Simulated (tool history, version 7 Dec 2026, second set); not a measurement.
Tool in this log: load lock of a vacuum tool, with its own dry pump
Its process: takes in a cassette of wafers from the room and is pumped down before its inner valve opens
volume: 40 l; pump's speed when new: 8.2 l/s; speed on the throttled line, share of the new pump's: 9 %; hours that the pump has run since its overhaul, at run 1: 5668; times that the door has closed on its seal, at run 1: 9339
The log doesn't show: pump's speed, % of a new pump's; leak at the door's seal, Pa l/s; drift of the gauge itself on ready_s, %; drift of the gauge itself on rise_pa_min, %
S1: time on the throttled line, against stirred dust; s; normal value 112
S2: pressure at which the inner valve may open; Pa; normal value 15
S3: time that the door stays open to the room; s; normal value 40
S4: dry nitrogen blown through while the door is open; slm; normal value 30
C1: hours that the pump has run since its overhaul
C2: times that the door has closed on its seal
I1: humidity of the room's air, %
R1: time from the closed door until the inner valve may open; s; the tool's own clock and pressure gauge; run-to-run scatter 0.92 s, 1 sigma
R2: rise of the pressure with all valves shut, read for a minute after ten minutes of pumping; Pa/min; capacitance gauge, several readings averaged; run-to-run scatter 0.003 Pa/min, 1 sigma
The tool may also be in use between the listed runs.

| run | day | S1 | S2 | S3 | S4 | C1 | C2 | I1 | R1 | R2 |
|---|---|---|---|---|---|---|---|---|---|---|
| 1 | 0.000 | 112 | 15 | 40 | 30 | 5668 | 9339 | 44.4 | 144.5 | 0.027 |
| 2 | 11.188 | 112 | 15 | 163 | 30 | 5937 | 9620 | 47.4 | 144.3 | 0.030 |
| 3 | 19.150 | 181 | 15 | 163 | 30 | 6128 | 9819 | 42.8 | 208.3 | 0.031 |
| 4 | 30.658 | 181 | 15 | 64 | 30 | 6404 | 10108 | 46.8 | 206.8 | 0.025 |
| 5 | 39.246 | 112 | 15 | 40 | 30 | 6610 | 10323 | 43.4 | 145.6 | 0.018 |
| 6 | 48.950 | 112 | 15 | 40 | 30 | 6843 | 10566 | 44.7 | 144.5 | 0.019 |
| 7 | 54.696 | 120 | 15 | 40 | 30 | 6981 | 10710 | 45.3 | 151.0 | 0.023 |
| 8 | 66.071 | 120 | 15 | 40 | 30 | 7254 | 10995 | 42.4 | 150.8 | 0.018 |
| 9 | 75.583 | 112 | 15 | 40 | 44 | 7482 | 11233 | 42.9 | 145.3 | 0.021 |
| 10 | 87.350 | 112 | 15 | 182 | 44 | 7765 | 11528 | 48.2 | 144.5 | 0.022 |
| 11 | 99.079 | 112 | 15 | 40 | 30 | 8046 | 11822 | 46.7 | 144.1 | 0.017 |
| 12 | 111.008 | 112 | 15 | 40 | 30 | 8332 | 12121 | 45.3 | 145.1 | 0.020 |
| 13 | 117.242 | 112 | 15 | 40 | 30 | 8482 | 12277 | 43.8 | 145.0 | 0.020 |
| 14 | 125.962 | 112 | 15 | 40 | 30 | 8691 | 12496 | 44.5 | 144.6 | 0.021 |
| 15 | 133.133 | 112 | 15 | 45 | 30 | 8863 | 12675 | 47.1 | 143.4 | 0.021 |
| 16 | 142.854 | 112 | 15 | 40 | 30 | 9097 | 12919 | 45.2 | 143.6 | 0.023 |
| 17 | 148.138 | 112 | 15 | 40 | 5 | 9224 | 13051 | 41.8 | 145.8 | 0.032 |
| 18 | 156.700 | 112 | 15 | 40 | 5 | 9429 | 13266 | 43.8 | 144.7 | 0.033 |
| 19 | 163.100 | 112 | 15 | 40 | 5 | 9583 | 13426 | 43.5 | 146.6 | 0.037 |
| 20 | 173.200 | 165 | 15 | 40 | 8 | 9825 | 13680 | 43.5 | 191.9 | 0.033 |
| 21 | 180.196 | 124 | 16 | 40 | 30 | 9993 | 13855 | 47.2 | 154.4 | 0.024 |
| 22 | 188.017 | 124 | 16 | 40 | 30 | 10181 | 14051 | 46.6 | 154.9 | 0.025 |
| 23 | 196.662 | 112 | 15 | 135 | 41 | 10388 | 14267 | 47.5 | 145.4 | 0.032 |
| 24 | 202.542 | 112 | 15 | 135 | 41 | 10529 | 14415 | 49.9 | 143.3 | 0.027 |
| 25 | 210.400 | 112 | 15 | 135 | 41 | 10718 | 14612 | 48.4 | 146.7 | 0.029 |
| 26 | 215.971 | 112 | 15 | 135 | 41 | 10852 | 14751 | 44.6 | 143.2 | 0.028 |
| 27 | 221.671 | 69 | 15 | 135 | 41 | 10988 | 14894 | 42.7 | 106.5 | 0.023 |
| 28 | 234.325 | 69 | 15 | 135 | 41 | 11292 | 15211 | 45.1 | 104.5 | 0.024 |
| 29 | 245.858 | 112 | 15 | 179 | 13 | 11569 | 15500 | 48.0 | 145.0 | 0.045 |
| 30 | 252.229 | 167 | 15 | 40 | 30 | 11722 | 15660 | 45.9 | 194.1 | 0.019 |
| 31 | 261.196 | 167 | 15 | 40 | 30 | 11937 | 15885 | 47.8 | 194.9 | 0.024 |
| 32 | 270.279 | 112 | 21 | 40 | 30 | 12155 | 16112 | 45.8 | 141.7 | 0.016 |
| 33 | 281.500 | 112 | 21 | 40 | 30 | 12424 | 16393 | 42.7 | 144.2 | 0.020 |
| 34 | 286.717 | 112 | 16 | 40 | 30 | 12549 | 16524 | 48.4 | 144.4 | 0.027 |
| 35 | 293.450 | 112 | 24 | 186 | 30 | 12711 | 16693 | 45.7 | 142.6 | 0.037 |
| 36 | 302.738 | 63 | 13 | 164 | 28 | 12934 | 16926 | 42.8 | 101.4 | 0.036 |
| 37 | 312.046 | 80 | 15 | 160 | 8 | 13157 | 17159 | 50.7 | 115.2 | 0.054 |
| 38 | 317.275 | 112 | 20 | 40 | 30 | 13283 | 17290 | 47.0 | 143.9 | 0.017 |

Predict each of these 3 candidate next runs independently; none follows another, all start after run 38:
| A | 327.100 | 112 | 20 | 33 | 30 | 13519 | 17536 | 42.2 | ? | ? |
| B | 327.100 | 112 | 20 | 140 | 30 | 13519 | 17536 | 45.5 | ? | ? |
| C | 327.100 | 112 | 16 | 48 | 30 | 13519 | 17536 | 42.6 | ? | ? |

| run | R1 | R2 |
|---|---|---|
| A | 143.5 | 0.019 |
| B | 144.2 | 0.034 |
| C | 144.0 | 0.024 |
Without the tool's unlogged condition, the same runs would have read:
| run | R1 | R2 |
|---|---|---|
| A | 143.4 | 0.018 |
| B | 144.2 | 0.033 |
| C | 144.0 | 0.024 |
